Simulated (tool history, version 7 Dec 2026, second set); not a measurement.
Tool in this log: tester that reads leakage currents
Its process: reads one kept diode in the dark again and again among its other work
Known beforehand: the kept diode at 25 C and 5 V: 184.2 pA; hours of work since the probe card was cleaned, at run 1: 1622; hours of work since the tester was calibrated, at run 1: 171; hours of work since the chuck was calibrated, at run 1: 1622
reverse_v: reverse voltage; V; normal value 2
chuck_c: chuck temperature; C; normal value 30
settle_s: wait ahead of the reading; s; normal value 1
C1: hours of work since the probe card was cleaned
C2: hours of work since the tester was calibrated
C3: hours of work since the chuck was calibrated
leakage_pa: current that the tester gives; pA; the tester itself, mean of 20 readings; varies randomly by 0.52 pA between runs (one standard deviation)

{"run": 1, "hour": 0.0, "reverse_v": 2, "chuck_c": 30, "settle_s": 1, "C1": 1622, "C2": 171, "C3": 1622, "leakage_pa": 185.4}
{"run": 2, "hour": 108.8, "reverse_v": 3.6, "chuck_c": 30, "settle_s": 1, "C1": 1692, "C2": 241, "C3": 1692, "leakage_pa": 245.57}
{"run": 3, "hour": 207.4, "reverse_v": 10.98, "chuck_c": 30, "settle_s": 1, "C1": 1756, "C2": 305, "C3": 1756, "leakage_pa": 425.62}
{"run": 4, "hour": 310.5, "reverse_v": 10.98, "chuck_c": 30, "settle_s": 0.5, "C1": 1823, "C2": 372, "C3": 1823, "leakage_pa": 429.6}
{"run": 5, "hour": 395.1, "reverse_v": 10.98, "chuck_c": 30, "settle_s": 0.5, "C1": 1878, "C2": 427, "C3": 1878, "leakage_pa": 432.65}
{"run": 6, "hour": 498.1, "reverse_v": 10.98, "chuck_c": 30, "settle_s": 0.46, "C1": 1944, "C2": 494, "C3": 1944, "leakage_pa": 431.08}
{"run": 7, "hour": 557.9, "reverse_v": 10.98, "chuck_c": 30, "settle_s": 0.46, "C1": 1983, "C2": 532, "C3": 1983, "leakage_pa": 433.04}
{"run": 8, "hour": 624.8, "reverse_v": 2, "chuck_c": 37, "settle_s": 1, "C1": 2026, "C2": 576, "C3": 2026, "leakage_pa": 309.64}
{"run": 9, "hour": 728.5, "reverse_v": 2, "chuck_c": 30, "settle_s": 1, "C1": 2093, "C2": 643, "C3": 2093, "leakage_pa": 188.17}
{"run": 10, "hour": 816.1, "reverse_v": 2, "chuck_c": 30, "settle_s": 7.04, "C1": 2150, "C2": 699, "C3": 2150, "leakage_pa": 188.64}
{"run": 11, "hour": 921.1, "reverse_v": 2, "chuck_c": 23, "settle_s": 1, "C1": 2218, "C2": 767, "C3": 2218, "leakage_pa": 112.78}
{"hour": 958.2, "done": "chuck's temperature calibrated"}
{"run": 12, "hour": 1013.3, "reverse_v": 2, "chuck_c": 30, "settle_s": 1, "C1": 2277, "C2": 826, "C3": 36, "leakage_pa": 175.04}
{"hour": 1054.8, "done": "probe card cleaned and baked"}
{"run": 13, "hour": 1099.7, "reverse_v": 2, "chuck_c": 30, "settle_s": 1, "C1": 29, "C2": 880, "C3": 90, "leakage_pa": 175.03}
{"run": 14, "hour": 1210.7, "reverse_v": 2, "chuck_c": 30, "settle_s": 1, "C1": 101, "C2": 952, "C3": 162, "leakage_pa": 174.49}
{"run": 15, "hour": 1309.2, "reverse_v": 2, "chuck_c": 30, "settle_s": 1, "C1": 165, "C2": 1015, "C3": 225, "leakage_pa": 174.93}
{"run": 16, "hour": 1375.4, "reverse_v": 2, "chuck_c": 30, "settle_s": 1, "C1": 208, "C2": 1058, "C3": 268, "leakage_pa": 176.13}
{"run": 17, "hour": 1446.2, "reverse_v": 2, "chuck_c": 30, "settle_s": 1, "C1": 253, "C2": 1104, "C3": 314, "leakage_pa": 175.79}
{"run": 18, "hour": 1514.6, "reverse_v": 2, "chuck_c": 30, "settle_s": 3.94, "C1": 298, "C2": 1148, "C3": 358, "leakage_pa": 174.8}
{"run": 19, "hour": 1586.3, "reverse_v": 2, "chuck_c": 30, "settle_s": 1.41, "C1": 344, "C2": 1195, "C3": 405, "leakage_pa": 177.49}
{"run": 20, "hour": 1678.9, "reverse_v": 1.37, "chuck_c": 40, "settle_s": 0.45, "C1": 404, "C2": 1255, "C3": 465, "leakage_pa": 302.54}
{"run": 21, "hour": 1791.9, "reverse_v": 9.54, "chuck_c": 34, "settle_s": 0.47, "C1": 477, "C2": 1328, "C3": 538, "leakage_pa": 508.44}
{"run": 22, "hour": 1908.3, "reverse_v": 14.56, "chuck_c": 34, "settle_s": 0.96, "C1": 553, "C2": 1403, "C3": 613, "leakage_pa": 620.07}
{"run": 23, "hour": 1963.1, "reverse_v": 1.57, "chuck_c": 54, "settle_s": 0.96, "C1": 588, "C2": 1439, "C3": 649, "leakage_pa": 826.77}
{"run": 24, "hour": 2047.6, "reverse_v": 1.57, "chuck_c": 54, "settle_s": 0.96, "C1": 643, "C2": 1494, "C3": 703, "leakage_pa": 826.11}
{"run": 25, "hour": 2157.1, "reverse_v": 1.57, "chuck_c": 54, "settle_s": 0.96, "C1": 714, "C2": 1565, "C3": 774, "leakage_pa": 822.85}
{"run": 26, "hour": 2223.7, "reverse_v": 1.57, "chuck_c": 36, "settle_s": 1.29, "C1": 757, "C2": 1608, "C3": 817, "leakage_pa": 247.15}
{"run": 27, "hour": 2282.9, "reverse_v": 1.57, "chuck_c": 26, "settle_s": 9.57, "C1": 795, "C2": 1646, "C3": 856, "leakage_pa": 117.87}
{"run": 28, "hour": 2368.0, "reverse_v": 1.94, "chuck_c": 30, "settle_s": 0.36, "C1": 850, "C2": 1701, "C3": 911, "leakage_pa": 178.7}
{"run": 29, "hour": 2456.4, "reverse_v": 9.44, "chuck_c": 25, "settle_s": 1, "C1": 908, "C2": 1758, "C3": 968, "leakage_pa": 265.48}
{"run": 30, "hour": 2562.2, "reverse_v": 9.44, "chuck_c": 25, "settle_s": 1, "C1": 976, "C2": 1827, "C3": 1037, "leakage_pa": 265.14}
{"run": 31, "hour": 2664.2, "reverse_v": 2, "chuck_c": 38, "settle_s": 1.11, "C1": 1042, "C2": 1893, "C3": 1103, "leakage_pa": 323.46}
{"run": 32, "hour": 2746.1, "reverse_v": 1.16, "chuck_c": 34, "settle_s": 6.45, "C1": 1095, "C2": 1946, "C3": 1156, "leakage_pa": 187.69}
{"run": 33, "hour": 2834.8, "reverse_v": 7.23, "chuck_c": 32, "settle_s": 1, "C1": 1153, "C2": 2003, "C3": 1213, "leakage_pa": 393.43}
{"run": 34, "hour": 2929.3, "reverse_v": 16.05, "chuck_c": 31, "settle_s": 2.88, "C1": 1214, "C2": 2065, "C3": 1274, "leakage_pa": 538.75}

The same runs without the tool's hidden state, with the same run-to-run variation:
Hidden state at play: stray current of the dirty probe card, pA a volt; current scale over the true one, %; true chuck temperature over the reading, C; drift of the gauge itself on leakage_pa, %.
run=1 leakage_pa=174.12
run=2 leakage_pa=229.61
run=3 leakage_pa=394.97
run=4 leakage_pa=397.73
run=5 leakage_pa=399.65
run=6 leakage_pa=396.99
run=7 leakage_pa=398.16
run=8 leakage_pa=287.7
run=9 leakage_pa=173.42
run=10 leakage_pa=173.45
run=11 leakage_pa=102.62
run=12 leakage_pa=173.8
run=13 leakage_pa=174.57
run=14 leakage_pa=173.47
run=15 leakage_pa=173.44
run=16 leakage_pa=174.33
run=17 leakage_pa=173.63
run=18 leakage_pa=172.3
run=19 leakage_pa=174.58
run=20 leakage_pa=297.41
run=21 leakage_pa=497.17
run=22 leakage_pa=603.87
run=23 leakage_pa=809.03
run=24 leakage_pa=806.8
run=25 leakage_pa=801.57
run=26 leakage_pa=239.38
run=27 leakage_pa=113.57
run=28 leakage_pa=172.07
run=29 leakage_pa=253.24
run=30 leakage_pa=252.07
run=31 leakage_pa=310.02
run=32 leakage_pa=179.26
run=33 leakage_pa=373.45
run=34 leakage_pa=508.04
